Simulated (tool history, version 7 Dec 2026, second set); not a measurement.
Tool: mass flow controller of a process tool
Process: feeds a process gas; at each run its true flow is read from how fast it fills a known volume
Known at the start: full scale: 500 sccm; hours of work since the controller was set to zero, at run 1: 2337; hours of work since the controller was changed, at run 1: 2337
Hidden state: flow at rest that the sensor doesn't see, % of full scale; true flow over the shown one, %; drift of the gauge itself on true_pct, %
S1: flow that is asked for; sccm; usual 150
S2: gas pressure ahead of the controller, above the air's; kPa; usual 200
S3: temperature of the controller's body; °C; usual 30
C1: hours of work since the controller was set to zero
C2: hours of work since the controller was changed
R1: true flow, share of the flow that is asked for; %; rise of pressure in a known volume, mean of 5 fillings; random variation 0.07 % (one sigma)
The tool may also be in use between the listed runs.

run,hour,S1,S2,S3,C1,C2,R1
1,0.0,150,200,30,2337,2337,98.86
2,119.1,150,200,30,2402,2402,99.10
3,181.2,150,200,30,2436,2436,99.04
4,274.8,150,200,30,2487,2487,99.10
5,405.5,211,200,30,2558,2558,99.16
6,486.9,211,200,30,2602,2602,99.30
7,574.9,211,200,30,2650,2650,99.25
8,687.0,211,200,30,2711,2711,99.38
9,771.6,211,200,30,2757,2757,99.30
10,893.5,211,200,30,2823,2823,99.36
11,977.2,150,200,30,2868,2868,99.22
12,1115.5,150,200,30,2944,2944,99.27
13,1176.5,150,200,30,2977,2977,99.34
14,1317.1,150,200,30,3053,3053,99.33
15,1409.2,150,200,30,3103,3103,99.36
16,1491.4,150,200,30,3148,3148,99.39
17,1607.5,150,200,30,3211,3211,99.54
18,1685.5,150,200,30,3253,3253,99.49
19,1786.2,303,200,30,3308,3308,99.98
20,1898.4,150,200,26,3369,3369,100.15
21,1960.3,150,200,26,3403,3403,100.10
22,2034.5,150,200,23,3443,3443,100.60
23,2105.5,150,200,27,3482,3482,100.01
24,2204.6,150,200,27,3536,3536,100.08
25,2311.8,150,200,30,3594,3594,99.78
26,2412.5,108,200,30,3648,3648,100.00
27,2503.9,108,200,30,3698,3698,100.13
28,2586.6,397,225,29,3743,3743,100.67
29,2713.3,150,200,28,3812,3812,100.29
30,2805.0,150,172,27,3862,3862,100.50
31,2886.2,373,248,30,3906,3906,100.48
32,2996.2,223,149,35,3966,3966,99.75
33,3091.2,467,166,30,4017,4017,101.28
34,3211.9,57,155,24,4083,4083,102.46
35,3300.9,150,220,22,4131,4131,101.06
36,3385.3,150,220,22,4177,4177,100.98
37,3505.1,165,243,27,4242,4242,100.31
38,3643.8,165,243,27,4318,4318,100.59
39,3772.1,478,217,28,4387,4387,101.67
40,3871.3,478,217,28,4441,4441,101.62
41,3962.3,478,217,28,4491,4491,101.64
42,4096.7,83,147,21,4564,4564,102.26
43,4187.6,117,147,21,4613,4613,101.82
44,4312.6,117,147,21,4681,4681,102.00
45,4446.6,117,147,21,4754,4754,102.03
46,4558.8,231,173,38,4815,4815,99.81
47,4629.4,231,173,38,4853,4853,99.94
48,4753.7,282,177,32,4921,4921,100.68
49,4853.9,68,268,30,4975,4975,101.93

Some steps in R1 between neighbouring runs. How much of each would the tool show without its hidden state too (settings, what came in, random variation), and how much is left for the hidden state, with any gauge scatter that isn't in both results?
Run 32 -> 33: S1 223 -> 467, S2 149 -> 166, S3 35 -> 30. R1 +1.53 %: hidden state -0.41, all else +1.94.
Run 33 -> 34: S1 467 -> 57, S2 166 -> 155, S3 30 -> 24. R1 +1.18 %: hidden state +3.02, all else -1.84.
Run 34 -> 35: S1 57 -> 150, S2 155 -> 220, S3 24 -> 22. R1 -1.40 %: hidden state -2.08, all else +0.68.
Run 41 -> 42: S1 478 -> 83, S2 217 -> 147, S3 28 -> 21. R1 +0.62 %: hidden state +2.18, all else -1.56.
Run 45 -> 46: S1 117 -> 231, S2 147 -> 173, S3 21 -> 38. R1 -2.22 %: hidden state -0.91, all else -1.31.
Run 48 -> 49: S1 282 -> 68, S2 177 -> 268, S3 32 -> 30. R1 +1.25 %: hidden state +2.64, all else -1.39.

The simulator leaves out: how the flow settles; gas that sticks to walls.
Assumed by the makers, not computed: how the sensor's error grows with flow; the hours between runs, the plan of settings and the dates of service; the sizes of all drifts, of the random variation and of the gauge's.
